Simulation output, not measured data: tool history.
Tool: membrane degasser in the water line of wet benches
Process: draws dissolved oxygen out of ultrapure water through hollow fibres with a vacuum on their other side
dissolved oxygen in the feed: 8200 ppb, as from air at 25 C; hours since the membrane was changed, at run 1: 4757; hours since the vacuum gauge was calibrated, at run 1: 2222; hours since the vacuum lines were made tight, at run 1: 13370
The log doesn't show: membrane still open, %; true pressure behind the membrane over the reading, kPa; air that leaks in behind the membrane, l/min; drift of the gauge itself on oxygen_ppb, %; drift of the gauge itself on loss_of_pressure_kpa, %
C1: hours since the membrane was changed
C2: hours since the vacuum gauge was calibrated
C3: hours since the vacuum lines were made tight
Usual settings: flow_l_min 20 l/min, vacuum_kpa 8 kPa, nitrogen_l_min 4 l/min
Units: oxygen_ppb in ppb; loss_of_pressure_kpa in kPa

{"run": 1, "hour": 0.0, "flow_l_min": 20, "vacuum_kpa": 8, "nitrogen_l_min": 4, "C1": 4757, "C2": 2222, "C3": 13370, "oxygen_ppb": 123.7, "loss_of_pressure_kpa": 38.95}
{"run": 2, "hour": 194.6, "flow_l_min": 20, "vacuum_kpa": 8, "nitrogen_l_min": 4, "C1": 4952, "C2": 2417, "C3": 13565, "oxygen_ppb": 125.1, "loss_of_pressure_kpa": 39.12}
{"run": 3, "hour": 421.1, "flow_l_min": 20, "vacuum_kpa": 8, "nitrogen_l_min": 4, "C1": 5178, "C2": 2643, "C3": 13791, "oxygen_ppb": 126.3, "loss_of_pressure_kpa": 39.09}
{"run": 4, "hour": 531.8, "flow_l_min": 20, "vacuum_kpa": 8.44, "nitrogen_l_min": 4, "C1": 5289, "C2": 2754, "C3": 13902, "oxygen_ppb": 130.6, "loss_of_pressure_kpa": 39.23}
{"run": 5, "hour": 633.4, "flow_l_min": 20, "vacuum_kpa": 8.44, "nitrogen_l_min": 4, "C1": 5391, "C2": 2855, "C3": 14004, "oxygen_ppb": 131.5, "loss_of_pressure_kpa": 39.78}
{"hour": 856.4, "done": "vacuum gauge calibrated"}
{"run": 6, "hour": 864.3, "flow_l_min": 20, "vacuum_kpa": 8, "nitrogen_l_min": 7.06, "C1": 5621, "C2": 8, "C3": 14234, "oxygen_ppb": 102.5, "loss_of_pressure_kpa": 38.86}
{"run": 7, "hour": 1084.1, "flow_l_min": 20, "vacuum_kpa": 8, "nitrogen_l_min": 7.06, "C1": 5841, "C2": 228, "C3": 14454, "oxygen_ppb": 101.3, "loss_of_pressure_kpa": 39.9}
{"run": 8, "hour": 1207.5, "flow_l_min": 20, "vacuum_kpa": 8, "nitrogen_l_min": 1.93, "C1": 5964, "C2": 351, "C3": 14577, "oxygen_ppb": 184.9, "loss_of_pressure_kpa": 39.14}
{"run": 9, "hour": 1428.0, "flow_l_min": 20, "vacuum_kpa": 8, "nitrogen_l_min": 10.52, "C1": 6185, "C2": 572, "C3": 14798, "oxygen_ppb": 89.5, "loss_of_pressure_kpa": 39.33}
{"run": 10, "hour": 1611.4, "flow_l_min": 20, "vacuum_kpa": 8, "nitrogen_l_min": 10.52, "C1": 6368, "C2": 755, "C3": 14981, "oxygen_ppb": 91, "loss_of_pressure_kpa": 39.55}
{"run": 11, "hour": 1735.9, "flow_l_min": 18, "vacuum_kpa": 8, "nitrogen_l_min": 4, "C1": 6493, "C2": 880, "C3": 15106, "oxygen_ppb": 99.9, "loss_of_pressure_kpa": 35.83}
{"hour": 1777.7, "done": "seals of the vacuum lines changed"}
{"run": 12, "hour": 1848.3, "flow_l_min": 20, "vacuum_kpa": 8, "nitrogen_l_min": 4, "C1": 6603, "C2": 990, "C3": 71, "oxygen_ppb": 126.8, "loss_of_pressure_kpa": 39.8}
{"run": 13, "hour": 2023.9, "flow_l_min": 20, "vacuum_kpa": 5.44, "nitrogen_l_min": 4, "C1": 6779, "C2": 1166, "C3": 246, "oxygen_ppb": 95.2, "loss_of_pressure_kpa": 39.8}
{"run": 14, "hour": 2132.5, "flow_l_min": 20, "vacuum_kpa": 5.44, "nitrogen_l_min": 4, "C1": 6887, "C2": 1274, "C3": 355, "oxygen_ppb": 97, "loss_of_pressure_kpa": 39.45}
{"run": 15, "hour": 2279.7, "flow_l_min": 20, "vacuum_kpa": 8, "nitrogen_l_min": 4, "C1": 7034, "C2": 1421, "C3": 502, "oxygen_ppb": 126.9, "loss_of_pressure_kpa": 39.28}
{"run": 16, "hour": 2502.6, "flow_l_min": 20, "vacuum_kpa": 10.73, "nitrogen_l_min": 4, "C1": 7257, "C2": 1644, "C3": 725, "oxygen_ppb": 158.9, "loss_of_pressure_kpa": 40}
{"run": 17, "hour": 2746.3, "flow_l_min": 20, "vacuum_kpa": 10.73, "nitrogen_l_min": 4, "C1": 7501, "C2": 1888, "C3": 969, "oxygen_ppb": 161.1, "loss_of_pressure_kpa": 39.85}
{"run": 18, "hour": 2851.9, "flow_l_min": 20, "vacuum_kpa": 7.15, "nitrogen_l_min": 4, "C1": 7607, "C2": 1994, "C3": 1074, "oxygen_ppb": 116.4, "loss_of_pressure_kpa": 40.04}
{"run": 19, "hour": 3057.2, "flow_l_min": 22, "vacuum_kpa": 8, "nitrogen_l_min": 6.27, "C1": 7812, "C2": 2199, "C3": 1279, "oxygen_ppb": 140.4, "loss_of_pressure_kpa": 43.72}
{"run": 20, "hour": 3287.6, "flow_l_min": 19, "vacuum_kpa": 8, "nitrogen_l_min": 4.67, "C1": 8042, "C2": 2429, "C3": 1510, "oxygen_ppb": 106.4, "loss_of_pressure_kpa": 37.99}
{"run": 21, "hour": 3457.5, "flow_l_min": 20, "vacuum_kpa": 12.27, "nitrogen_l_min": 4, "C1": 8212, "C2": 2599, "C3": 1680, "oxygen_ppb": 179.1, "loss_of_pressure_kpa": 40.1}
{"run": 22, "hour": 3673.2, "flow_l_min": 20, "vacuum_kpa": 12.27, "nitrogen_l_min": 4, "C1": 8428, "C2": 2815, "C3": 1895, "oxygen_ppb": 179.2, "loss_of_pressure_kpa": 40.18}
{"run": 23, "hour": 3807.3, "flow_l_min": 20, "vacuum_kpa": 12.27, "nitrogen_l_min": 4, "C1": 8562, "C2": 2949, "C3": 2030, "oxygen_ppb": 184.6, "loss_of_pressure_kpa": 39.84}
{"hour": 3950.6, "done": "vacuum gauge calibrated"}
{"run": 24, "hour": 3959.5, "flow_l_min": 15, "vacuum_kpa": 7.03, "nitrogen_l_min": 2.14, "C1": 8714, "C2": 9, "C3": 2181, "oxygen_ppb": 86.3, "loss_of_pressure_kpa": 30}
{"run": 25, "hour": 4089.2, "flow_l_min": 20, "vacuum_kpa": 18.49, "nitrogen_l_min": 5.8, "C1": 8843, "C2": 139, "C3": 2311, "oxygen_ppb": 202.4, "loss_of_pressure_kpa": 40.24}
{"run": 26, "hour": 4305.2, "flow_l_min": 20, "vacuum_kpa": 8.01, "nitrogen_l_min": 2.75, "C1": 9059, "C2": 355, "C3": 2527, "oxygen_ppb": 155.5, "loss_of_pressure_kpa": 39.99}
{"run": 27, "hour": 4544.1, "flow_l_min": 23, "vacuum_kpa": 10.08, "nitrogen_l_min": 6.81, "C1": 9298, "C2": 594, "C3": 2766, "oxygen_ppb": 177.1, "loss_of_pressure_kpa": 46.43}
{"run": 28, "hour": 4712.3, "flow_l_min": 23, "vacuum_kpa": 10.08, "nitrogen_l_min": 6.81, "C1": 9467, "C2": 762, "C3": 2934, "oxygen_ppb": 177.8, "loss_of_pressure_kpa": 46.57}
{"run": 29, "hour": 4829.0, "flow_l_min": 20, "vacuum_kpa": 9.76, "nitrogen_l_min": 6.23, "C1": 9583, "C2": 878, "C3": 3051, "oxygen_ppb": 127.5, "loss_of_pressure_kpa": 40.42}
{"run": 30, "hour": 4980.5, "flow_l_min": 29, "vacuum_kpa": 13.6, "nitrogen_l_min": 6.23, "C1": 9735, "C2": 1030, "C3": 3202, "oxygen_ppb": 363.9, "loss_of_pressure_kpa": 58.7}
{"run": 31, "hour": 5216.5, "flow_l_min": 20, "vacuum_kpa": 9.45, "nitrogen_l_min": 4, "C1": 9971, "C2": 1266, "C3": 3438, "oxygen_ppb": 152.8, "loss_of_pressure_kpa": 40.43}

Forecast each of these 3 alternatives for the next run:
{"run": "A", "hour": 5460.4, "flow_l_min": 16, "vacuum_kpa": 6.99, "nitrogen_l_min": 2.81, "C1": 10215, "C2": 1510, "C3": 3682, "oxygen_ppb": "?", "loss_of_pressure_kpa": "?"}
{"run": "B", "hour": 5460.4, "flow_l_min": 20, "vacuum_kpa": 9.45, "nitrogen_l_min": 11.53, "C1": 10215, "C2": 1510, "C3": 3682, "oxygen_ppb": "?", "loss_of_pressure_kpa": "?"}
{"run": "C", "hour": 5460.4, "flow_l_min": 13, "vacuum_kpa": 6.04, "nitrogen_l_min": 1.65, "C1": 10215, "C2": 1510, "C3": 3682, "oxygen_ppb": "?", "loss_of_pressure_kpa": "?"}

run=A oxygen_ppb=83.4 loss_of_pressure_kpa=32.67
run=B oxygen_ppb=100.8 loss_of_pressure_kpa=40.14
run=C oxygen_ppb=68.3 loss_of_pressure_kpa=26.64
Without the tool's hidden state the same runs would have given:
run=A oxygen_ppb=72.5 loss_of_pressure_kpa=30.69
run=B oxygen_ppb=81 loss_of_pressure_kpa=37.69
run=C oxygen_ppb=61.9 loss_of_pressure_kpa=25.05

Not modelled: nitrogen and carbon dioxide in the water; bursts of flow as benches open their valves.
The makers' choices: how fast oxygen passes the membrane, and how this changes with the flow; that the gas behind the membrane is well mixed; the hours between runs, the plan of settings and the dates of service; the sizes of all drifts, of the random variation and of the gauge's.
